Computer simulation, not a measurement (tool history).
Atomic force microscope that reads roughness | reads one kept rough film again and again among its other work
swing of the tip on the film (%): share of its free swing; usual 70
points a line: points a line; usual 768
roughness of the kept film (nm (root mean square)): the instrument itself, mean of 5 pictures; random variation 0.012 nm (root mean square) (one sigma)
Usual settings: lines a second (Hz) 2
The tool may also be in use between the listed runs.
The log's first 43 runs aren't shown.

run   hour  lines a second (Hz)  swing of the tip on the film (%)  points a line  pictures with this tip  hours of work since the height scale was calibrated  roughness of the kept film (nm (root mean square))
 44  605.1                 1.56                                66            973                     180                                                  108                                               2.101
 45  619.9                 0.62                                71            366                     201                                                  117                                               2.061
 46  632.1                 0.62                                71            295                     218                                                  125                                               1.985
 47    649                 0.62                                71            295                     241                                                  136                                               1.926
     657.7  -- new tip fitted
 48  665.7                    2                                88            520                      12                                                  147                                               2.439
 49  681.3                 0.88                                59            768                      33                                                  157                                               2.765
 50  700.8                 0.88                                59            768                      61                                                  170                                               2.634
 51  713.1                 2.77                                66            589                      78                                                  178                                               2.351
 52  727.3                 2.77                                66            589                      97                                                  188                                               2.261
 53  742.2                    2                                79            768                     118                                                  197                                               2.128
 54  757.2                 0.85                                67            768                     139                                                  207                                               2.255

Forecast each of these 3 alternatives for the next run:
  A   765                 0.85                                83            532                     150                                                  212                                                   ?
  B   765                 3.38                                81            768                     150                                                  212                                                   ?
  C   765                 2.78                                67            445                     150                                                  212                                                   ?

run  roughness of the kept film (nm (root mean square))
  A                                               2.128
  B                                               1.834
  C                                               2.071
Without the tool's hidden state the same runs would have given:
run  roughness of the kept film (nm (root mean square))
  A                                               2.843
  B                                                2.45
  C                                                2.77
